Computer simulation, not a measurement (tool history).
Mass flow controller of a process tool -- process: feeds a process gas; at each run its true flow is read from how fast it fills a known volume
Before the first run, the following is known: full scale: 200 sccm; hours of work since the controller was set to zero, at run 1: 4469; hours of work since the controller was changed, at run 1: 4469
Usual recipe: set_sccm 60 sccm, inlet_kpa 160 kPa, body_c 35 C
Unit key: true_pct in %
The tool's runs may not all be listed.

run	day	set_sccm	inlet_kpa	body_c	hours of work since the controller was set to zero	hours of work since the controller was changed	true_pct
1	0.000	60	160	35	4469	4469	101.92
2	5.083	60	160	35	4528	4528	101.89
3	14.746	60	160	35	4641	4641	102.00
4	19.704	60	160	35	4699	4699	102.06
5	25.825	60	160	35	4771	4771	101.93
6	35.567	165	160	35	4885	4885	101.98
7	42.279	165	160	35	4963	4963	101.99
8	47.583	165	160	35	5026	5026	102.03
9	53.371	165	148	35	5093	5093	102.16
10	58.692	165	148	35	5156	5156	102.03
11	65.588	165	148	35	5236	5236	102.30
# day 66.504: controller's zero set anew
12	73.425	165	148	35	81	5328	102.86
13	78.008	29	173	35	135	5381	108.12
14	87.183	42	217	24	242	5489	106.48
15	92.758	60	276	23	307	5554	104.71
# day 98.417: controller's zero set anew, once more
16	101.217	28	154	35	33	5653	100.38
17	107.588	60	250	35	107	5727	100.05
18	117.225	60	151	25	220	5840	101.32
19	124.796	60	151	25	309	5929	101.43
20	129.075	30	160	39	359	5979	100.44
21	137.379	53	194	38	456	6076	100.33
22	144.446	53	194	38	539	6159	100.40
23	153.642	59	161	35	646	6266	100.85

Some steps in true_pct, run to run, broken into two amounts with sign: the step expected even without the hidden condition (settings, incoming material, random variation), and the rest, left for the hidden condition together with whatever gauge scatter is not in both the measured and the hidden-condition-free result:
What the log doesn't record here: flow at rest that the sensor doesn't see, % of full scale; true flow over the shown one, %; drift of the gauge itself on true_pct, %.
Run 12 -> 13: set_sccm 165 -> 29, inlet_kpa 148 -> 173. true_pct +5.26 %: hidden state +7.07, all else -1.81.
Run 15 -> 16: set_sccm 60 -> 28, inlet_kpa 276 -> 154, body_c 23 -> 35, controller's zero set anew, once more. true_pct -4.33 %: hidden state -3.66, all else -0.67.
